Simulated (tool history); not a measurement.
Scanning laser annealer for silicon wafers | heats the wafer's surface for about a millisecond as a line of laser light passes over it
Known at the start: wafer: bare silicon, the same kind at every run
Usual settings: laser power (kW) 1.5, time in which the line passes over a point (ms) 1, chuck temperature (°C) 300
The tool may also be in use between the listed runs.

| run | hour | laser power (kW) | time in which the line passes over a point (ms) | chuck temperature (°C) | highest temperature of the surface (°C) |
|---|---|---|---|---|---|
| 1 | 0 | 1.5 | 1 | 300 | 1031 |
| 2 | 21 | 1.5 | 1 | 300 | 1033 |
| 3 | 54.3 | 1.595 | 1 | 300 | 1080 |
| 4 | 81.7 | 1.595 | 1 | 300 | 1082 |
| 5 | 113 | 1.484 | 1 | 300 | 1025 |
| 6 | 133.8 | 1.484 | 1 | 300 | 1024 |
| 7 | 167.2 | 1.5 | 1 | 300 | 1034 |
| 8 | 199.1 | 1.5 | 1 | 300 | 1038 |
| 9 | 219.4 | 1.5 | 1 | 336 | 1068 |
| 10 | 254.2 | 1.5 | 0.81 | 336 | 987 |
| 11 | 275.8 | 1.5 | 1 | 300 | 1034 |
| 12 | 294.7 | 1.5 | 1 | 300 | 1031 |
| 13 | 321.1 | 1.5 | 1 | 300 | 1036 |
|  | 334.6 | optics aligned, line set to its width |
| 14 | 356.6 | 1.5 | 1 | 300 | 1035 |
| 15 | 381.1 | 1.5 | 1 | 300 | 1034 |
|  | 404.3 | window over the wafer cleaned |
| 16 | 417.2 | 1.5 | 1 | 300 | 1031 |
| 17 | 443.8 | 1.5 | 1 | 300 | 1030 |
| 18 | 469.9 | 1.5 | 1 | 300 | 1033 |
| 19 | 484.1 | 1.5 | 1 | 300 | 1033 |
| 20 | 512.3 | 1.5 | 1 | 320 | 1052 |
| 21 | 532.3 | 1.5 | 1.22 | 300 | 1122 |
| 22 | 555.2 | 1.5 | 1.22 | 300 | 1120 |
| 23 | 589.3 | 1.5 | 1.22 | 300 | 1123 |
| 24 | 610.4 | 1.525 | 1.22 | 263 | 1101 |
| 25 | 641.1 | 1.37 | 1.16 | 276 | 1006 |
| 26 | 656.9 | 1.37 | 0.83 | 283 | 884 |
| 27 | 684.9 | 1.421 | 1.1 | 289 | 1023 |
| 28 | 718.2 | 1.421 | 1.1 | 289 | 1022 |
| 29 | 739.6 | 1.467 | 0.74 | 312 | 914 |
| 30 | 761.5 | 1.383 | 1.12 | 312 | 1032 |
| 31 | 776.8 | 1.516 | 1.06 | 312 | 1079 |
| 32 | 798.1 | 1.302 | 0.7 | 262 | 781 |
| 33 | 832.5 | 1.302 | 0.7 | 262 | 778 |
| 34 | 853.2 | 1.302 | 0.7 | 262 | 781 |
| 35 | 876 | 1.356 | 1 | 295 | 957 |
| 36 | 909.5 | 1.394 | 1 | 272 | 947 |
| 37 | 936 | 1.349 | 1 | 314 | 974 |
| 38 | 970.9 | 1.349 | 1 | 314 | 971 |
| 39 | 1002.4 | 1.349 | 1 | 315 | 975 |
| 40 | 1033.3 | 1.394 | 1 | 300 | 984 |
| 41 | 1054.1 | 1.504 | 0.85 | 324 | 992 |

4 ways to go on from here, each from the tool as it stands after run 41. What would each give?
| A | 1084 | 1.622 | 1 | 318 | ? |
| B | 1084 | 1.5 | 1 | 273 | ? |
| C | 1084 | 1.299 | 0.8 | 315 | ? |
| D | 1084 | 1.5 | 1 | 267 | ? |

| run | highest temperature of the surface (°C) |
|---|---|
| A | 1113 |
| B | 1005 |
| C | 871 |
| D | 998 |
Without the tool's hidden state the same runs would have given:
| run | highest temperature of the surface (°C) |
|---|---|
| A | 1113 |
| B | 1006 |
| C | 871 |
| D | 998 |

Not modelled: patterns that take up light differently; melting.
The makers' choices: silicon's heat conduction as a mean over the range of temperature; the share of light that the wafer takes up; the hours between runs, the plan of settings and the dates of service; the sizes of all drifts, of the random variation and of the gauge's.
